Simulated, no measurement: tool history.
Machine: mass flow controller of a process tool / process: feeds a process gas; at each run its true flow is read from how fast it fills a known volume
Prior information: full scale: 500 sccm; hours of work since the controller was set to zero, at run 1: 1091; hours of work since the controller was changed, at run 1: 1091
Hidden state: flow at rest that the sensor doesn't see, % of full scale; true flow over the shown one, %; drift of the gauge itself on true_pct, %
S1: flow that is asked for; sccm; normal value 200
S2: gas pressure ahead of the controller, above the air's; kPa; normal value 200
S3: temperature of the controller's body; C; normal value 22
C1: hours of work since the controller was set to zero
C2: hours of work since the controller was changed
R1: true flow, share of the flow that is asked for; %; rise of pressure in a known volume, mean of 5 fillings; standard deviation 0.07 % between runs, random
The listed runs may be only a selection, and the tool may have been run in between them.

Run 1, hour 0.0: usual settings; C1 1091; C2 1091. Result: R1 98.24 %.
Run 2, hour 82.9: usual settings; C1 1121; C2 1121. Result: R1 98.04 %.
Run 3, hour 151.8: usual settings but S2 140 kPa; C1 1145; C2 1145. Result: R1 97.68 %.
Run 4, hour 211.7: usual settings but S2 164 kPa; C1 1167; C2 1167. Result: R1 97.86 %.
Run 5, hour 253.5: usual settings but S1 61 sccm; C1 1182; C2 1182. Result: R1 96.04 %.
Run 6, hour 300.5: usual settings; C1 1199; C2 1199. Result: R1 98.06 %.
Run 7, hour 361.1: usual settings; C1 1221; C2 1221. Result: R1 98.09 %.
Run 8, hour 402.3: usual settings but S1 109 sccm; C1 1236; C2 1236. Result: R1 97.11 %.
Run 9, hour 464.4: usual settings but S1 168 sccm; C1 1258; C2 1258. Result: R1 97.77 %.
Run 10, hour 544.9: usual settings but S1 168 sccm; C1 1287; C2 1287. Result: R1 97.67 %.
Run 11, hour 582.7: usual settings but S1 336 sccm; C1 1300; C2 1300. Result: R1 98.57 %.
Run 12, hour 661.1: usual settings but S1 336 sccm; C1 1329; C2 1329. Result: R1 98.75 %.
Run 13, hour 705.7: usual settings but S1 336 sccm; C1 1345; C2 1345. Result: R1 98.41 %.
Run 14, hour 785.3: usual settings but S1 336 sccm; C1 1373; C2 1373. Result: R1 98.63 %.
Run 15, hour 849.1: usual settings but S1 336 sccm; C1 1396; C2 1396. Result: R1 98.65 %.
Run 16, hour 918.3: usual settings but S1 336 sccm; C1 1421; C2 1421. Result: R1 98.57 %.
Run 17, hour 968.6: usual settings but S1 336 sccm; C1 1439; C2 1439. Result: R1 98.52 %.
Run 18, hour 1060.2: usual settings but S1 336 sccm; C1 1472; C2 1472. Result: R1 98.51 %.
Run 19, hour 1136.9: usual settings; C1 1500; C2 1500. Result: R1 97.81 %.
Run 20, hour 1223.8: usual settings; C1 1531; C2 1531. Result: R1 97.69 %.
Run 21, hour 1263.3: usual settings; C1 1545; C2 1545. Result: R1 97.68 %.
Run 22, hour 1311.2: usual settings; C1 1562; C2 1562. Result: R1 97.78 %.
Run 23, hour 1380.8: usual settings; C1 1587; C2 1587. Result: R1 97.77 %.
Run 24, hour 1471.0: usual settings but S1 297 sccm; C1 1620; C2 1620. Result: R1 98.30 %.
Run 25, hour 1552.9: usual settings but S1 297 sccm; C1 1649; C2 1649. Result: R1 98.29 %.
Run 26, hour 1626.0: usual settings but S2 143 kPa, S3 25 C; C1 1676; C2 1676. Result: R1 97.51 %.
Run 27, hour 1702.2: usual settings but S2 143 kPa, S3 25 C; C1 1703; C2 1703. Result: R1 97.44 %.
Run 28, hour 1754.6: usual settings but S2 143 kPa, S3 25 C; C1 1722; C2 1722. Result: R1 97.42 %.

For run 29, what comes out?
Run 29, hour 1795.5: usual settings but S2 143 kPa, S3 25 C; C1 1736; C2 1736. Result: R1 ?.

{"run 29": {"R1": 97.44}}
Were there no unlogged condition in the tool, this run, its random variation unchanged, would have produced R1 98.83 %.
